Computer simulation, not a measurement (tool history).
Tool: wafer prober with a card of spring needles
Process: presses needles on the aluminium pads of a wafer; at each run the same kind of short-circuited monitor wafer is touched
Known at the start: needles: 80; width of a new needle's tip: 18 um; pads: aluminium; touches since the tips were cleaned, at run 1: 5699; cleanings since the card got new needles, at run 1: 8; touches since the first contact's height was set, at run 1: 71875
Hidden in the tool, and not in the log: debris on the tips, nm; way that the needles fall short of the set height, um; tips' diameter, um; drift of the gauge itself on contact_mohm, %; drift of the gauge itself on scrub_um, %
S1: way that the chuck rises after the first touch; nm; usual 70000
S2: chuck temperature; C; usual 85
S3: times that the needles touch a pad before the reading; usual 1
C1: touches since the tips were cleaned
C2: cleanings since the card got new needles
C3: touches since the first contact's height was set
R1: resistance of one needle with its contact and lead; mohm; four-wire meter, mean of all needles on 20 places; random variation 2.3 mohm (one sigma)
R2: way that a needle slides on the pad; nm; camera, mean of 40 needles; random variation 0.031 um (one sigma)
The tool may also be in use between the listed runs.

run,hour,S1,S2,S3,C1,C2,C3,R1,R2
1,0,70000,85,1,5699,8,71875,374,15550
# hour 2.8: height of the first contact set anew
# hour 7: tips cleaned on abrasive film
2,12.5,70000,85,1,1373,9,2424,444,15740
3,18.3,70000,85,1,2843,9,3894,443,15790
4,29.3,70000,85,2,5616,9,6667,369,15730
# hour 35.2: tips cleaned on abrasive film
5,40.2,70000,85,2,1247,10,9378,286,15760
6,51.6,70000,85,2,4112,10,12243,319,15720
# hour 60.4: tips cleaned on abrasive film, once more
7,60.4,70000,85,2,0,11,14446,263,15750
8,72.7,70000,27,2,3084,11,17530,300,15720
9,81.5,70000,85,1,5316,11,19762,377,15720
10,86.6,70000,85,1,6600,11,21046,396,15640
# hour 88.6: tips cleaned on abrasive film
11,95.4,70000,85,1,1705,12,23233,316,15650
12,104.3,56000,25,1,3932,12,25460,412,12550
13,116.6,86000,85,2,7035,12,28563,315,19280
# hour 117.8: tips cleaned on abrasive film
14,122.5,61000,85,1,1171,13,30027,326,13690
15,131.3,61000,85,1,3395,13,32251,383,13560
16,139.2,61000,85,1,5367,13,34223,416,13630
# hour 146.3: tips cleaned on abrasive film
17,148.5,64000,78,2,538,14,36542,277,14280

How the hidden state differs across the entries between the runs, from the last listed run before each to the first after it:
Between runs 1 and 2: height of the first contact set anew (hour 2.8); tips cleaned on abrasive film (hour 7)
  debris on the tips, nm: 122.5 -> 195.5; way that the needles fall short of the set height, um: 0.72 -> 0; tips' diameter, um: 18.25 -> 18.32
  measured less the result without the state, R1: +119 -> +188 mohm; R2: -160 -> +0 nm
Between runs 4 and 5: tips cleaned on abrasive film (hour 35.2)
  debris on the tips, nm: 198.2 -> 50.6; way that the needles fall short of the set height, um: 0 -> 0.09; tips' diameter, um: 18.32 -> 18.35
  measured less the result without the state, R1: +114 -> +29 mohm; R2: +0 -> -20 nm
Between runs 6 and 7: tips cleaned on abrasive film, once more (hour 60.4)
  debris on the tips, nm: 111.9 -> 12.1; way that the needles fall short of the set height, um: 0.09 -> 0.19; tips' diameter, um: 18.35 -> 18.38
  measured less the result without the state, R1: +64 -> +7 mohm; R2: -30 -> -40 nm
Between runs 10 and 11: tips cleaned on abrasive film (hour 88.6)
  debris on the tips, nm: 143.2 -> 59.2; way that the needles fall short of the set height, um: 0.19 -> 0.26; tips' diameter, um: 18.38 -> 18.41
  measured less the result without the state, R1: +139 -> +58 mohm; R2: -40 -> -60 nm
Between runs 13 and 14: tips cleaned on abrasive film (hour 117.8)
  debris on the tips, nm: 146.8 -> 47.1; way that the needles fall short of the set height, um: 0.26 -> 0.35; tips' diameter, um: 18.41 -> 18.44
  measured less the result without the state, R1: +60 -> +60 mohm; R2: -60 -> -80 nm
Between runs 16 and 17: tips cleaned on abrasive film (hour 146.3)
  debris on the tips, nm: 129.6 -> 31.7; way that the needles fall short of the set height, um: 0.35 -> 0.43; tips' diameter, um: 18.44 -> 18.47
  measured less the result without the state, R1: +161 -> +22 mohm; R2: -80 -> -90 nm
